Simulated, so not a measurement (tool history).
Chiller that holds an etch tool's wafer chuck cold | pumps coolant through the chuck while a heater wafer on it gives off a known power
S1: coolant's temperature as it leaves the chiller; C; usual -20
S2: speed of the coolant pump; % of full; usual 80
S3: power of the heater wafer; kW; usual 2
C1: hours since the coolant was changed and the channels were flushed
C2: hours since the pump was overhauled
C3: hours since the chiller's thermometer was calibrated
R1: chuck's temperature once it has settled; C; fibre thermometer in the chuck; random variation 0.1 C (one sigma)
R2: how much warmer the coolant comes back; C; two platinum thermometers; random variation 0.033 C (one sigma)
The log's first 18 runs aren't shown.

Run 19, hour 1755.7: usual settings but S1 -21 C, S2 88 % of full, S3 1.277 kW; C1 4680; C2 385; C3 1209. Result: R1 -11 C, R2 3.48 C.
At hour 1812.6: coolant pump overhauled, once more.
Run 20, hour 1876.7: usual settings but S2 70 % of full, S3 1.833 kW; C1 4796; C2 64; C3 1325. Result: R1 -4.9 C, R2 5.16 C.
Run 21, hour 1955.2: usual settings but S2 70 % of full, S3 1.833 kW; C1 4874; C2 143; C3 1404. Result: R1 -5 C, R2 5.17 C.
Run 22, hour 2051.4: usual settings but S1 -13 C, S2 64 % of full; C1 4971; C2 239; C3 1500. Result: R1 4.6 C, R2 6.13 C.
Run 23, hour 2182.7: usual settings but S1 -15 C, S2 73 % of full, S3 2.365 kW; C1 5102; C2 370; C3 1631. Result: R1 3.8 C, R2 6.46 C.
Run 24, hour 2248.1: usual settings but S1 -15 C, S2 73 % of full, S3 2.848 kW; C1 5167; C2 435; C3 1696. Result: R1 7.8 C, R2 7.77 C.
Run 25, hour 2359.7: usual settings but S1 -16 C, S2 71 % of full, S3 2.668 kW; C1 5279; C2 547; C3 1808. Result: R1 5.8 C, R2 7.47 C.
Run 26, hour 2436.2: usual settings but S2 71 % of full, S3 2.668 kW; C1 5355; C2 624; C3 1885. Result: R1 2 C, R2 7.52 C.
Run 27, hour 2565.7: usual settings but S1 -14 C, S2 91 % of full, S3 2.497 kW; C1 5485; C2 753; C3 2014. Result: R1 2.7 C, R2 5.54 C.
Run 28, hour 2653.7: usual settings but S1 -16 C, S2 93 % of full, S3 1.517 kW; C1 5573; C2 841; C3 2102. Result: R1 -6 C, R2 3.32 C.
Run 29, hour 2709.8: usual settings but S1 -16 C, S2 70 % of full, S3 2.093 kW; C1 5629; C2 897; C3 2158. Result: R1 1.2 C, R2 5.9 C.
Run 30, hour 2775.4: usual settings but S1 -16 C, S2 70 % of full, S3 2.093 kW; C1 5695; C2 963; C3 2224. Result: R1 1.5 C, R2 6.08 C.
Run 31, hour 2881.5: usual settings but S2 92 % of full; C1 5801; C2 1069; C3 2330. Result: R1 -6.6 C, R2 4.37 C.
At hour 2994.7: chiller's thermometer calibrated.
Run 32, hour 3013: usual settings but S1 -25 C, S2 70 % of full; C1 5931; C2 1199; C3 18. Result: R1 -8.1 C, R2 5.78 C.

Forecast each of these 3 alternatives for the next run:
Run A, hour 3104.6: usual settings but S3 2.317 kW; C1 6023; C2 1291; C3 110. Result: R1 ?, R2 ?.
Run B, hour 3104.6: usual settings but S1 -11 C, S2 70 % of full, S3 1.615 kW; C1 6023; C2 1291; C3 110. Result: R1 ?, R2 ?.
Run C, hour 3104.6: usual settings but S1 -25 C, S2 70 % of full, S3 1.392 kW; C1 6023; C2 1291; C3 110. Result: R1 ?, R2 ?.

run     R1    R2
  A   -2.4  5.88
  B    2.9  4.64
  C  -13.3  4.02
Without the tool's hidden state the same runs would have given:
run     R1    R2
  A   -3.8  5.76
  B    1.8  4.54
  C  -14.2  3.94
